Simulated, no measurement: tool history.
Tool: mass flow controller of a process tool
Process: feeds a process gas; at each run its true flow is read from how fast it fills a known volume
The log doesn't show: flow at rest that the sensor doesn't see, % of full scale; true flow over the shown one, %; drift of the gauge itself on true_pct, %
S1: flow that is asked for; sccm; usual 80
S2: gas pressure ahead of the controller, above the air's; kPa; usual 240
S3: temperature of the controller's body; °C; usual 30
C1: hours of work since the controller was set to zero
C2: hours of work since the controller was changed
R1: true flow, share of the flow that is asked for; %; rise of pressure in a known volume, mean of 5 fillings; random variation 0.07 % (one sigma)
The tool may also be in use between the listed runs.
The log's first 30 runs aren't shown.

run 31 hour=1665.0 | S1=80 S2=219 S3=39 | C1=2797 C2=2797 | R1=100.94
run 32 hour=1712.0 | S1=41 S2=197 S3=30 | C1=2826 C2=2826 | R1=100.32
run 33 hour=1757.0 | S1=41 S2=197 S3=30 | C1=2853 C2=2853 | R1=100.32
run 34 hour=1819.3 | S1=162 S2=247 S3=38 | C1=2891 C2=2891 | R1=101.90
run 35 hour=1863.8 | S1=70 S2=142 S3=30 | C1=2919 C2=2919 | R1=99.89
run 36 hour=1937.8 | S1=35 S2=198 S3=35 | C1=2964 C2=2964 | R1=100.71
run 37 hour=1971.6 | S1=80 S2=220 S3=31 | C1=2985 C2=2985 | R1=100.58
run 38 hour=2032.6 | S1=28 S2=163 S3=22 | C1=3022 C2=3022 | R1=99.80
run 39 hour=2099.5 | S1=25 S2=209 S3=25 | C1=3063 C2=3063 | R1=100.39
run 40 hour=2136.2 | S1=125 S2=240 S3=30 | C1=3085 C2=3085 | R1=101.10
run 41 hour=2205.5 | S1=25 S2=254 S3=21 | C1=3128 C2=3128 | R1=100.56
run 42 hour=2238.7 | S1=25 S2=152 S3=30 | C1=3148 C2=3148 | R1=100.63

3 ways to go on from here, each from the tool as it stands after run 42. What would each give?
run A hour=2287.9 | S1=25 S2=153 S3=30 | C1=3178 C2=3178 | R1=?
run B hour=2287.9 | S1=80 S2=240 S3=33 | C1=3178 C2=3178 | R1=?
run C hour=2287.9 | S1=33 S2=176 S3=23 | C1=3178 C2=3178 | R1=?

run=A R1=100.62
run=B R1=100.85
run=C R1=100.02
Without the tool's hidden state the same runs would have given:
run=A R1=97.94
run=B R1=99.25
run=C R1=97.72
